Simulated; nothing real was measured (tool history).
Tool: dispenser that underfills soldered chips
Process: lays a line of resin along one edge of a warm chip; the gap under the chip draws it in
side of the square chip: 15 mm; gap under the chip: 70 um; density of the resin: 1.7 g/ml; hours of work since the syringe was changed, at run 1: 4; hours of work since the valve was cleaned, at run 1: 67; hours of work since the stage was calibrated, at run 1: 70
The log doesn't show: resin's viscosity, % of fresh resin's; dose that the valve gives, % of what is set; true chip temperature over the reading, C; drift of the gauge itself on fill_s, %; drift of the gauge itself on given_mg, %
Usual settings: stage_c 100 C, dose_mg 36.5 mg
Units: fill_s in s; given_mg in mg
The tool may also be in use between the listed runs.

run	hour	stage_c	dose_mg	hours of work since the syringe was changed	hours of work since the valve was cleaned	hours of work since the stage was calibrated	fill_s	given_mg
1	0	100	36.5	4	67	70	99.4	34.63
2	5.2	100	37.8	8	71	74	134.1	36.12
3	10.5	100	36.5	12	74	77	180.8	34.53
# hour 11.5: new syringe of resin
# hour 14.1: dispensing valve cleaned and set on the balance
4	18.2	100	36.5	4	3	82	106.1	36.42
5	24.7	113	36.5	9	8	87	84.6	36.44
# hour 29: new syringe of resin
6	30.1	109	36.5	1	12	91	51.7	36.21
7	33.7	109	36.5	3	14	94	64.2	36
8	40.9	106	47.5	9	20	99	107.8	47.01
9	44.4	100	34.2	12	22	102	183.6	33.65
# hour 45.6: new syringe of resin
10	50.4	100	34.2	4	27	106	100.6	33.56
11	53.7	100	34.2	6	29	108	121.5	33.53
12	59.3	102	36.5	10	33	113	146.7	35.74
# hour 62.3: new syringe of resin
13	64	99	33.5	1	37	116	90.4	32.68
14	67.7	99	33.5	4	39	119	112.8	32.58

4 ways to go on from here, each from the tool as it stands after run 14. What would each give?
A	71.5	88	37.7	7	42	121	?	?
B	71.5	107	33.5	7	42	121	?	?
C	71.5	99	46.3	7	42	121	?	?
D	71.5	114	43.9	7	42	121	?	?

run	fill_s	given_mg
A	229.3	36.48
B	98.6	32.66
C	130.9	44.87
D	68.2	42.67
Without the tool's hidden state the same runs would have given:
run	fill_s	given_mg
A	128.1	37.63
B	55.1	33.69
C	73.8	46.28
D	38.6	44.01
